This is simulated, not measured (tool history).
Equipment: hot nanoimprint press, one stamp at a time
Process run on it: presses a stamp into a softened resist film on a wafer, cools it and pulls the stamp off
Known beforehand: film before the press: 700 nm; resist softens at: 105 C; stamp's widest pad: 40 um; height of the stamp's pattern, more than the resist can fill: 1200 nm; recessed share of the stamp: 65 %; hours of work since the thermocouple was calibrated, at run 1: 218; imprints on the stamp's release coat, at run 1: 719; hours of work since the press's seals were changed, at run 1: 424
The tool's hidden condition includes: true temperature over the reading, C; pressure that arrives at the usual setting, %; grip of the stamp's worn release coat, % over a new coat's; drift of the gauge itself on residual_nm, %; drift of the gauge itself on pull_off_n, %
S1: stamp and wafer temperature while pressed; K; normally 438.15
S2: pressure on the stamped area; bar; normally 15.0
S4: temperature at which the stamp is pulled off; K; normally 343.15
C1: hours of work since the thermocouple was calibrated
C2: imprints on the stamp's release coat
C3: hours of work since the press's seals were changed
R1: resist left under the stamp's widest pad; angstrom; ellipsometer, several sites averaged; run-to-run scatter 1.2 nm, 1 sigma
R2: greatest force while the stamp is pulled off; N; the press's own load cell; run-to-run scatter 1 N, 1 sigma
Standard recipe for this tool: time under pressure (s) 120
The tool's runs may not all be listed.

Run 1, hour 0.0: usual settings; C1 218; C2 719; C3 424. Result: R1 3749 angstrom, R2 184 N.
Run 2, hour 11.9: usual settings but S2 18.2 bar; C1 225; C2 741; C3 431. Result: R1 3450 angstrom, R2 182 N.
Run 3, hour 20.3: usual settings but S2 18.2 bar; C1 230; C2 757; C3 436. Result: R1 3451 angstrom, R2 183 N.
Run 4, hour 30.3: usual settings but S2 18.2 bar; C1 236; C2 775; C3 442. Result: R1 3448 angstrom, R2 185 N.
Run 5, hour 45.6: usual settings but S2 18.2 bar; C1 245; C2 803; C3 451. Result: R1 3444 angstrom, R2 186 N.
Run 6, hour 57.2: usual settings but S2 18.2 bar; C1 252; C2 824; C3 458. Result: R1 3450 angstrom, R2 183 N.
Run 7, hour 73.3: usual settings but S2 18.2 bar; C1 261; C2 854; C3 468. Result: R1 3445 angstrom, R2 185 N.
Run 8, hour 81.1: usual settings; C1 266; C2 868; C3 472. Result: R1 3726 angstrom, R2 185 N.
Run 9, hour 93.3: usual settings but S1 442.15 K; C1 273; C2 890; C3 480. Result: R1 3224 angstrom, R2 186 N.
At hour 107.0: stamp cleaned and given a new release coat.
Run 10, hour 109.7: usual settings but S1 442.15 K; C1 279; C2 4; C3 486. Result: R1 3235 angstrom, R2 175 N.
Run 11, hour 118.5: usual settings but S2 22.1 bar; C1 284; C2 21; C3 491. Result: R1 3162 angstrom, R2 174 N.
Run 12, hour 136.2: usual settings; C1 295; C2 53; C3 502. Result: R1 3697 angstrom, R2 174 N.
Run 13, hour 154.0: usual settings but S2 21.2 bar; C1 305; C2 85; C3 512. Result: R1 3213 angstrom, R2 174 N.
Run 14, hour 163.0: usual settings but time under pressure (s) 148; C1 311; C2 102; C3 517. Result: R1 3468 angstrom, R2 177 N.
At hour 167.0: plate thermocouple calibrated.
Run 15, hour 180.0: usual settings but time under pressure (s) 148; C1 8; C2 128; C3 526. Result: R1 3429 angstrom, R2 174 N.
Run 16, hour 191.7: usual settings but time under pressure (s) 89, S4 331.15 K; C1 15; C2 149; C3 533. Result: R1 4074 angstrom, R2 217 N.
Run 17, hour 207.4: usual settings but time under pressure (s) 89, S4 331.15 K; C1 24; C2 178; C3 542. Result: R1 4088 angstrom, R2 219 N.
At hour 221.5: plate thermocouple calibrated, once more.
Run 18, hour 225.2: usual settings but time under pressure (s) 89, S4 331.15 K; C1 2; C2 205; C3 551. Result: R1 4233 angstrom, R2 223 N.
Run 19, hour 243.2: usual settings but S1 444.15 K, time under pressure (s) 116; C1 13; C2 238; C3 561. Result: R1 3171 angstrom, R2 181 N.
Run 20, hour 255.0: usual settings but S1 444.15 K, time under pressure (s) 116; C1 20; C2 260; C3 568. Result: R1 3174 angstrom, R2 181 N.
Run 21, hour 266.5: usual settings but S1 441.15 K, S2 13.5 bar, time under pressure (s) 154; C1 27; C2 281; C3 575. Result: R1 3299 angstrom, R2 180 N.
Run 22, hour 278.5: usual settings but S1 441.15 K, S2 13.5 bar, time under pressure (s) 154; C1 34; C2 303; C3 582. Result: R1 3302 angstrom, R2 180 N.
Run 23, hour 290.2: usual settings but S1 441.15 K, S2 22.8 bar, time under pressure (s) 112, S4 340.15 K; C1 41; C2 324; C3 589. Result: R1 2974 angstrom, R2 194 N.
Run 24, hour 298.8: usual settings but S2 21.1 bar, S4 345.15 K; C1 46; C2 340; C3 594. Result: R1 3356 angstrom, R2 175 N.
Run 25, hour 307.8: usual settings but S2 21.1 bar, S4 345.15 K; C1 51; C2 356; C3 600. Result: R1 3352 angstrom, R2 172 N.
Run 26, hour 317.1: usual settings but S2 21.1 bar, S4 345.15 K; C1 57; C2 373; C3 605. Result: R1 3313 angstrom, R2 175 N.
Run 27, hour 330.1: usual settings but S1 442.15 K; C1 64; C2 397; C3 613. Result: R1 3334 angstrom, R2 184 N.
Run 28, hour 343.2: usual settings but S1 442.15 K; C1 72; C2 421; C3 621. Result: R1 3339 angstrom, R2 182 N.
Run 29, hour 357.0: usual settings but S1 437.15 K, S4 348.15 K; C1 80; C2 447; C3 629. Result: R1 3955 angstrom, R2 162 N.

3 ways to go on from here, each from the tool as it stands after run 29. What would each give?
Run A, hour 370.0: usual settings but S1 434.15 K, time under pressure (s) 115, S4 348.15 K; C1 88; C2 470; C3 637. Result: R1 ?, R2 ?.
Run B, hour 370.0: usual settings but S1 431.15 K, S4 332.15 K; C1 88; C2 470; C3 637. Result: R1 ?, R2 ?.
Run C, hour 370.0: usual settings but time under pressure (s) 154, S4 339.15 K; C1 88; C2 470; C3 637. Result: R1 ?, R2 ?.

run    R1   R2
  A  4411  164
  B  4771  222
  C  3516  197
What these runs would have given with no unlogged condition in the tool:
run    R1   R2
  A  4350  159
  B  4712  214
  C  3458  191
